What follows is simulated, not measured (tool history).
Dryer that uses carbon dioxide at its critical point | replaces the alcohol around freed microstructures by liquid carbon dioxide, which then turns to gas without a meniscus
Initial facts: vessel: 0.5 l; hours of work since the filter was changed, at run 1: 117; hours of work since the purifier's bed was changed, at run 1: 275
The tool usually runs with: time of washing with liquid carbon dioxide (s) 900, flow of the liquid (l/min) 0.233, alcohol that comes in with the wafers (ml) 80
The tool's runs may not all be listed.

run	hour	time of washing with liquid carbon dioxide (s)	flow of the liquid (l/min)	alcohol that comes in with the wafers (ml)	hours of work since the filter was changed	hours of work since the purifier's bed was changed	alcohol left in the vessel before it's heated (ppm by volume)
1	0.0	900	0.233	80	117	275	267
2	11.1	900	0.233	80	123	281	288
3	35.8	900	0.233	22	136	294	90
4	54.6	900	0.233	22	146	304	101
5	71.4	900	0.233	22	155	313	96
6	95.4	900	0.233	22	168	326	98
7	108.0	900	0.233	22	175	333	108
8	133.4	900	0.233	58	189	346	236
9	150.8	900	0.233	99	198	356	435
10	165.4	900	0.233	99	206	364	439
11	181.6	900	0.231	99	214	372	468
# hour 204.4: inlet filter changed
12	204.5	900	0.231	24	0	384	73
13	219.4	900	0.231	24	8	392	76
14	234.0	900	0.363	80	16	400	29
15	254.8	1320	0.363	80	27	411	22
16	267.2	1320	0.363	80	34	418	20
17	284.8	1320	0.363	80	43	427	23
18	307.8	1320	0.363	80	56	440	13
19	323.1	1320	0.363	80	64	448	13
20	337.5	1320	0.363	80	72	456	20
21	358.6	1200	0.363	80	83	467	24
22	380.0	1200	0.363	80	94	479	22
23	395.1	1200	0.363	80	103	487	28
24	414.7	720	0.363	80	113	497	81
25	430.9	900	0.371	68	122	506	20
26	446.1	660	0.233	80	130	514	1484
27	467.1	660	0.174	88	141	525	5110
28	488.3	1200	0.243	22	153	537	26
29	513.7	1380	0.285	115	166	550	31
30	533.6	1380	0.285	115	177	561	24
31	557.0	1380	0.285	115	190	574	23
32	571.7	1380	0.255	60	198	582	16
33	596.4	1020	0.264	29	211	595	45
34	613.0	1140	0.150	81	220	604	1017
# hour 624.8: inlet filter changed
35	636.0	1140	0.150	81	6	616	633
36	653.7	600	0.233	80	16	625	1796
37	677.7	600	0.233	80	28	638	1891
38	697.5	600	0.251	80	39	649	1388
39	723.8	600	0.251	80	53	663	1426
40	737.3	1440	0.233	31	61	670	29
41	759.5	660	0.185	27	73	682	1148
42	781.2	720	0.158	25	84	694	1380
43	800.5	1140	0.231	49	95	704	57
44	822.2	1140	0.231	49	106	716	64
45	841.3	1140	0.231	49	116	726	54
46	866.8	1140	0.231	49	130	740	59
47	892.3	600	0.150	73	144	754	8909
48	918.6	660	0.207	80	158	768	2531

Predict each of these 3 candidate next runs independently; none follows another, all start after run 48:
A	934.0	1020	0.352	39	166	776	?
B	934.0	960	0.166	71	166	776	?
C	934.0	840	0.207	36	166	776	?

run	alcohol left in the vessel before it's heated (ppm by volume)
A	42
B	1120
C	410
Had the tool no hidden state, the same runs would have come out as:
run	alcohol left in the vessel before it's heated (ppm by volume)
A	13
B	739
C	252
